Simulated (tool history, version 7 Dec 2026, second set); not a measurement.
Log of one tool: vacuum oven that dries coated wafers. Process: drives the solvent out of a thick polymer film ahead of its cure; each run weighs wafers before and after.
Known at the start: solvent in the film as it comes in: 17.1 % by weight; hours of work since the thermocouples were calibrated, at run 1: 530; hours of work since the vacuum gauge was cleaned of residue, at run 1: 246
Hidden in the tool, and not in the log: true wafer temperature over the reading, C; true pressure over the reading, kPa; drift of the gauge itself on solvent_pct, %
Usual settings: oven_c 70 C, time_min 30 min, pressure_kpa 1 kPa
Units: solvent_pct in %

run,hour,oven_c,time_min,pressure_kpa,hours of work since the thermocouples were calibrated,hours of work since the vacuum gauge was cleaned of residue,solvent_pct
1,0,70,30,1,530,246,1.08
2,45.8,70,30,1,556,272,1.15
3,106.5,70,30,1,590,306,1.13
4,172.3,70,30,1,626,342,1.13
5,216.2,70,30,1,651,367,1.12
6,249,70,50,1,669,385,0.5
7,290.3,70,50,1,692,408,0.46
8,335.1,70,50,1,717,433,0.44
9,382.6,70,50,1,744,460,0.49
10,431.3,70,49,1,771,487,0.52
11,458.5,70,30,1,786,502,1.06
12,502.4,70,30,0.7,811,527,0.98
13,565.9,70,30,0.7,846,562,0.98
14,601.7,70,30,1,866,582,1.04
# hour 649.5: oven's thermocouples calibrated
15,661.7,64,19,1,7,615,4.96
16,705,64,21,0.7,31,639,4.35
17,738,64,29,3.95,49,657,4.21
18,776.4,64,29,3.95,71,679,4.18
19,807,61,18,1.32,88,696,6.48
20,833.5,61,18,1.32,103,711,6.39
21,877.5,70,52,1.28,127,735,0.63
22,941.3,70,52,1.28,163,771,0.68
23,969,65,16,2.08,178,786,5.75
24,1031.8,76,28,0.76,213,821,0.51
25,1079,56,28,1.87,240,848,6.61
26,1115.3,75,22,1.87,260,868,1.33
27,1160.7,64,22,1.01,285,893,4.1
28,1209.8,81,22,1.01,313,921,0.47

4 ways to go on from here, each from the tool as it stands after run 28. What would each give?
A,1252.9,70,30,2.32,337,945,?
B,1252.9,70,52,1,337,945,?
C,1252.9,73,45,0.51,337,945,?
D,1252.9,69,22,1.57,337,945,?

run,solvent_pct
A,1.64
B,0.54
C,0.33
D,2.59
Without the tool's hidden state the same runs would have given:
run,solvent_pct
A,1.71
B,0.5
C,0.29
D,2.74

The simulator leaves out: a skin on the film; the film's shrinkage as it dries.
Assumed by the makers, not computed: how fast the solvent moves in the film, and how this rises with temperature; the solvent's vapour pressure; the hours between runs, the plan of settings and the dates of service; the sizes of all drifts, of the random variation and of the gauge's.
